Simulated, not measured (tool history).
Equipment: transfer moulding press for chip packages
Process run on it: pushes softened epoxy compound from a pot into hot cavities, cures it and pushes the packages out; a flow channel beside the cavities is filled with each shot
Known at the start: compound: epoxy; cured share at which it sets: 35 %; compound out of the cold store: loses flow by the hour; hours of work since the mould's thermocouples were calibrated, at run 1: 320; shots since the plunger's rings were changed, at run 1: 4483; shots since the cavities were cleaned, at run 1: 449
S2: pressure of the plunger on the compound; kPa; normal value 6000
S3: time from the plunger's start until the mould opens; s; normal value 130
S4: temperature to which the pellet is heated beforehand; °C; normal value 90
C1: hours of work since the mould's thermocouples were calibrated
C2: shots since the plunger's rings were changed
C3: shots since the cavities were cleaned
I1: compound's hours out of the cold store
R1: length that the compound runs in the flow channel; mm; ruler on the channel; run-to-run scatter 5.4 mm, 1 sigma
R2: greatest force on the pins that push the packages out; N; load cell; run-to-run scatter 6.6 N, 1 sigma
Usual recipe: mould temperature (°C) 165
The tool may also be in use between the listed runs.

{"run": 1, "hour": 0.0, "mould temperature (°C)": 165, "S2": 6000, "S3": 130, "S4": 90, "C1": 320, "C2": 4483, "C3": 449, "I1": 46.8, "R1": 811, "R2": 341}
{"hour": 10.0, "done": "mould's thermocouples calibrated"}
{"run": 2, "hour": 11.3, "mould temperature (°C)": 165, "S2": 6000, "S3": 130, "S4": 90, "C1": 1, "C2": 4570, "C3": 536, "I1": 10.6, "R1": 913, "R2": 383}
{"run": 3, "hour": 22.0, "mould temperature (°C)": 169, "S2": 6000, "S3": 130, "S4": 90, "C1": 8, "C2": 4671, "C3": 637, "I1": 18.1, "R1": 876, "R2": 342}
{"hour": 26.9, "done": "plunger's sealing rings changed"}
{"run": 4, "hour": 35.9, "mould temperature (°C)": 169, "S2": 6000, "S3": 130, "S4": 90, "C1": 16, "C2": 85, "C3": 745, "I1": 47.3, "R1": 831, "R2": 347}
{"run": 5, "hour": 46.7, "mould temperature (°C)": 169, "S2": 6000, "S3": 130, "S4": 90, "C1": 23, "C2": 186, "C3": 846, "I1": 46.3, "R1": 838, "R2": 349}
{"run": 6, "hour": 55.7, "mould temperature (°C)": 169, "S2": 6000, "S3": 130, "S4": 90, "C1": 29, "C2": 271, "C3": 931, "I1": 31.6, "R1": 863, "R2": 361}
{"run": 7, "hour": 64.4, "mould temperature (°C)": 169, "S2": 6000, "S3": 130, "S4": 90, "C1": 35, "C2": 354, "C3": 1014, "I1": 29, "R1": 875, "R2": 360}
{"hour": 69.0, "done": "cavities cleaned with cleaning compound and waxed"}
{"run": 8, "hour": 73.0, "mould temperature (°C)": 169, "S2": 6000, "S3": 130, "S4": 90, "C1": 40, "C2": 421, "C3": 38, "I1": 21.7, "R1": 907, "R2": 240}
{"run": 9, "hour": 83.9, "mould temperature (°C)": 169, "S2": 6000, "S3": 130, "S4": 90, "C1": 47, "C2": 523, "C3": 140, "I1": 41.4, "R1": 841, "R2": 263}
{"run": 10, "hour": 90.4, "mould temperature (°C)": 169, "S2": 6000, "S3": 130, "S4": 90, "C1": 51, "C2": 584, "C3": 201, "I1": 40.9, "R1": 841, "R2": 266}
{"run": 11, "hour": 97.1, "mould temperature (°C)": 169, "S2": 6000, "S3": 130, "S4": 97, "C1": 56, "C2": 648, "C3": 265, "I1": 15.9, "R1": 911, "R2": 289}
{"run": 12, "hour": 103.6, "mould temperature (°C)": 165, "S2": 6000, "S3": 130, "S4": 89, "C1": 60, "C2": 709, "C3": 326, "I1": 38.6, "R1": 865, "R2": 351}
{"run": 13, "hour": 111.7, "mould temperature (°C)": 165, "S2": 6000, "S3": 130, "S4": 89, "C1": 66, "C2": 785, "C3": 402, "I1": 40.6, "R1": 866, "R2": 338}
{"run": 14, "hour": 118.6, "mould temperature (°C)": 165, "S2": 6000, "S3": 130, "S4": 89, "C1": 70, "C2": 851, "C3": 468, "I1": 24.4, "R1": 917, "R2": 361}
{"run": 15, "hour": 132.3, "mould temperature (°C)": 165, "S2": 6000, "S3": 112, "S4": 89, "C1": 80, "C2": 979, "C3": 596, "I1": 28.6, "R1": 891, "R2": 464}
{"run": 16, "hour": 138.8, "mould temperature (°C)": 164, "S2": 6000, "S3": 130, "S4": 90, "C1": 84, "C2": 1041, "C3": 658, "I1": 39.5, "R1": 868, "R2": 401}
{"run": 17, "hour": 145.7, "mould temperature (°C)": 164, "S2": 6000, "S3": 130, "S4": 90, "C1": 89, "C2": 1106, "C3": 723, "I1": 22.1, "R1": 922, "R2": 415}
{"run": 18, "hour": 156.8, "mould temperature (°C)": 165, "S2": 5450, "S3": 130, "S4": 97, "C1": 96, "C2": 1211, "C3": 828, "I1": 13.5, "R1": 890, "R2": 403}
{"run": 19, "hour": 165.3, "mould temperature (°C)": 158, "S2": 5450, "S3": 139, "S4": 92, "C1": 102, "C2": 1291, "C3": 908, "I1": 15.2, "R1": 931, "R2": 575}
{"run": 20, "hour": 171.6, "mould temperature (°C)": 158, "S2": 5450, "S3": 139, "S4": 92, "C1": 106, "C2": 1351, "C3": 968, "I1": 12.9, "R1": 948, "R2": 595}
{"hour": 181.8, "done": "cavities cleaned with cleaning compound and waxed"}
{"run": 21, "hour": 185.9, "mould temperature (°C)": 158, "S2": 5450, "S3": 124, "S4": 92, "C1": 115, "C2": 1471, "C3": 38, "I1": 38.4, "R1": 868, "R2": 458}
{"run": 22, "hour": 195.7, "mould temperature (°C)": 169, "S2": 6000, "S3": 135, "S4": 84, "C1": 121, "C2": 1564, "C3": 131, "I1": 43.6, "R1": 840, "R2": 243}
{"run": 23, "hour": 209.1, "mould temperature (°C)": 165, "S2": 6800, "S3": 160, "S4": 90, "C1": 130, "C2": 1689, "C3": 256, "I1": 25.3, "R1": 964, "R2": 287}
{"run": 24, "hour": 215.5, "mould temperature (°C)": 165, "S2": 6800, "S3": 157, "S4": 84, "C1": 135, "C2": 1750, "C3": 317, "I1": 33.5, "R1": 946, "R2": 290}
{"run": 25, "hour": 223.1, "mould temperature (°C)": 165, "S2": 6800, "S3": 157, "S4": 84, "C1": 140, "C2": 1822, "C3": 389, "I1": 25.1, "R1": 970, "R2": 308}
{"run": 26, "hour": 233.3, "mould temperature (°C)": 165, "S2": 6800, "S3": 167, "S4": 84, "C1": 147, "C2": 1918, "C3": 485, "I1": 18.6, "R1": 977, "R2": 317}
{"run": 27, "hour": 242.7, "mould temperature (°C)": 160, "S2": 6800, "S3": 167, "S4": 98, "C1": 153, "C2": 2007, "C3": 574, "I1": 41.8, "R1": 942, "R2": 332}
{"run": 28, "hour": 255.5, "mould temperature (°C)": 158, "S2": 4810, "S3": 123, "S4": 91, "C1": 162, "C2": 2127, "C3": 694, "I1": 31.7, "R1": 822, "R2": 693}

Hidden state at the last listed run before each entry between runs and at the first one after, where it differs:
Logged between run 1 and run 2: mould's thermocouples calibrated (hour 10)
  true mould temperature over the reading, C: 0.31 -> 0.12; pressure that reaches the compound, % of what is set: 91.13 -> 90.97; grip of the stained cavities, % over clean ones': 36.2 -> 41.4
  what was measured, less what the result would be without the hidden state, R1: -40 -> -45 mm; R2: +87 -> +110 N
Logged between run 3 and run 4: plunger's sealing rings changed (hour 26.9)
  true mould temperature over the reading, C: 0.13 -> 0.14; pressure that reaches the compound, % of what is set: 90.79 -> 99.75; grip of the stained cavities, % over clean ones': 46.5 -> 51.2
  what was measured, less what the result would be without the hidden state, R1: -44 -> -2 mm; R2: +108 -> +115 N
Logged between run 7 and run 8: cavities cleaned with cleaning compound and waxed (hour 69)
  pressure that reaches the compound, % of what is set: 99.28 -> 99.17; grip of the stained cavities, % over clean ones': 60.1 -> 6.3
  what was measured, less what the result would be without the hidden state, R1: -4 -> -5 mm; R2: +133 -> +14 N
Logged between run 20 and run 21: cavities cleaned with cleaning compound and waxed (hour 181.8)
  true mould temperature over the reading, C: 0.26 -> 0.27; pressure that reaches the compound, % of what is set: 97.49 -> 97.29; grip of the stained cavities, % over clean ones': 59 -> 4.3
  what was measured, less what the result would be without the hidden state, R1: -14 -> -14 mm; R2: +213 -> +9 N
